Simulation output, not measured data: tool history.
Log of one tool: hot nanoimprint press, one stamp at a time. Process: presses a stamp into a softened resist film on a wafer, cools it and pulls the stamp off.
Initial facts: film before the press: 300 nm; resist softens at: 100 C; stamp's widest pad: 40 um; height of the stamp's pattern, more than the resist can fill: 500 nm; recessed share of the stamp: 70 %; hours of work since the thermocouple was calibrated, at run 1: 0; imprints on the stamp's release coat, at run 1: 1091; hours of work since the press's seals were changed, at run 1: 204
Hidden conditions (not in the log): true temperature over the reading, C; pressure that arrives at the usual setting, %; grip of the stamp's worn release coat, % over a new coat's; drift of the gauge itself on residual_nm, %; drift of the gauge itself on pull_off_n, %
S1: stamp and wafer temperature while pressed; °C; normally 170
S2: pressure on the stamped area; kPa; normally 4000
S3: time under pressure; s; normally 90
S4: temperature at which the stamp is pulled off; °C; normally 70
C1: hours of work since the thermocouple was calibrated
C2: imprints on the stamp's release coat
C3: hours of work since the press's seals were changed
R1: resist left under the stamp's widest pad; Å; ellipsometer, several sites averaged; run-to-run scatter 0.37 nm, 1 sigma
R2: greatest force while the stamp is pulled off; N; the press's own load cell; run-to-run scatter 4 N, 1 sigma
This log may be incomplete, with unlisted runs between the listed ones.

Run 1, hour 0: usual settings; C1 0; C2 1091; C3 204. Result: R1 1543 Å, R2 234 N.
Run 2, hour 39: usual settings; C1 29; C2 1304; C3 233. Result: R1 1535 Å, R2 247 N.
Run 3, hour 62.8: usual settings but S1 163 °C; C1 47; C2 1433; C3 251. Result: R1 2029 Å, R2 243 N.
Run 4, hour 103.8: usual settings but S1 163 °C; C1 78; C2 1656; C3 282. Result: R1 2027 Å, R2 247 N.
Run 5, hour 141: usual settings but S2 6010 kPa; C1 106; C2 1859; C3 309. Result: R1 1230 Å, R2 249 N.
Run 6, hour 186.3: usual settings but S2 6010 kPa; C1 140; C2 2105; C3 343. Result: R1 1219 Å, R2 264 N.
Run 7, hour 221: usual settings but S2 6010 kPa, S4 65 °C; C1 166; C2 2294; C3 369. Result: R1 1222 Å, R2 305 N.
At hour 230.6: stamp cleaned and given a new release coat.
Run 8, hour 271.6: usual settings but S2 6010 kPa, S4 65 °C; C1 199; C2 223; C3 403. Result: R1 1218 Å, R2 222 N.
Run 9, hour 299: usual settings but S2 6010 kPa, S4 65 °C; C1 220; C2 372; C3 423. Result: R1 1217 Å, R2 225 N.
Run 10, hour 324.2: usual settings but S2 6010 kPa, S4 65 °C; C1 239; C2 509; C3 442. Result: R1 1209 Å, R2 236 N.
Run 11, hour 356.7: usual settings but S1 160 °C; C1 263; C2 686; C3 467. Result: R1 2197 Å, R2 217 N.
At hour 373.7: plate thermocouple calibrated.
Run 12, hour 380.2: usual settings but S2 3150 kPa; C1 5; C2 798; C3 482. Result: R1 1679 Å, R2 217 N.
Run 13, hour 403.3: usual settings but S1 163 °C, S2 3150 kPa; C1 22; C2 924; C3 499. Result: R1 2150 Å, R2 217 N.
Run 14, hour 439.3: usual settings but S1 163 °C, S2 3150 kPa; C1 49; C2 1120; C3 526. Result: R1 2155 Å, R2 225 N.
At hour 444.8: plate thermocouple calibrated, once more.
Run 15, hour 462.6: usual settings but S1 163 °C, S2 3150 kPa; C1 13; C2 1230; C3 541. Result: R1 2234 Å, R2 231 N.
Run 16, hour 495.7: usual settings but S3 100 s; C1 38; C2 1410; C3 566. Result: R1 1503 Å, R2 236 N.
Run 17, hour 528.9: usual settings but S1 165 °C, S3 95 s, S4 58 °C; C1 63; C2 1591; C3 591. Result: R1 1879 Å, R2 315 N.
Run 18, hour 560.2: usual settings but S1 165 °C, S3 95 s, S4 58 °C; C1 86; C2 1761; C3 615. Result: R1 1866 Å, R2 316 N.
At hour 598: press's hydraulic seals changed and the load cell set to zero.
Run 19, hour 612.6: usual settings but S1 165 °C, S3 95 s, S4 58 °C; C1 120; C2 2003; C3 11. Result: R1 1850 Å, R2 340 N.
Run 20, hour 640.5: usual settings but S1 181 °C, S2 6300 kPa, S3 73 s, S4 73 °C; C1 141; C2 2155; C3 32. Result: R1 783 Å, R2 242 N.
Run 21, hour 667.3: usual settings but S1 181 °C, S2 6300 kPa, S3 73 s, S4 73 °C; C1 161; C2 2301; C3 52. Result: R1 778 Å, R2 254 N.
At hour 677.1: stamp cleaned and given a new release coat.
Run 22, hour 697.7: usual settings but S1 181 °C, S2 6300 kPa, S3 73 s, S4 73 °C; C1 179; C2 113; C3 70. Result: R1 773 Å, R2 188 N.
Run 23, hour 717.7: usual settings but S1 158 °C, S4 68 °C; C1 194; C2 221; C3 85. Result: R1 2353 Å, R2 207 N.
Run 24, hour 766.3: usual settings but S1 166 °C, S4 75 °C; C1 230; C2 486; C3 122. Result: R1 1779 Å, R2 184 N.
Run 25, hour 813.2: usual settings but S1 166 °C, S4 75 °C; C1 266; C2 741; C3 157. Result: R1 1773 Å, R2 188 N.
At hour 823.3: plate thermocouple calibrated.
Run 26, hour 846.1: usual settings but S1 166 °C, S4 75 °C; C1 17; C2 904; C3 179. Result: R1 1819 Å, R2 200 N.
Run 27, hour 870.1: usual settings but S1 172 °C, S2 3020 kPa; C1 35; C2 1035; C3 197. Result: R1 1631 Å, R2 228 N.

Expected results for the next run?
Run 28, hour 913.7: usual settings but S1 172 °C, S2 3020 kPa, S4 60 °C; C1 68; C2 1272; C3 230. Result: R1 ?, R2 ?.

R1: 1626 Å
R2: 284 N
Without the tool's hidden state the same run would have given R1 1636 Å, R2 232 N.
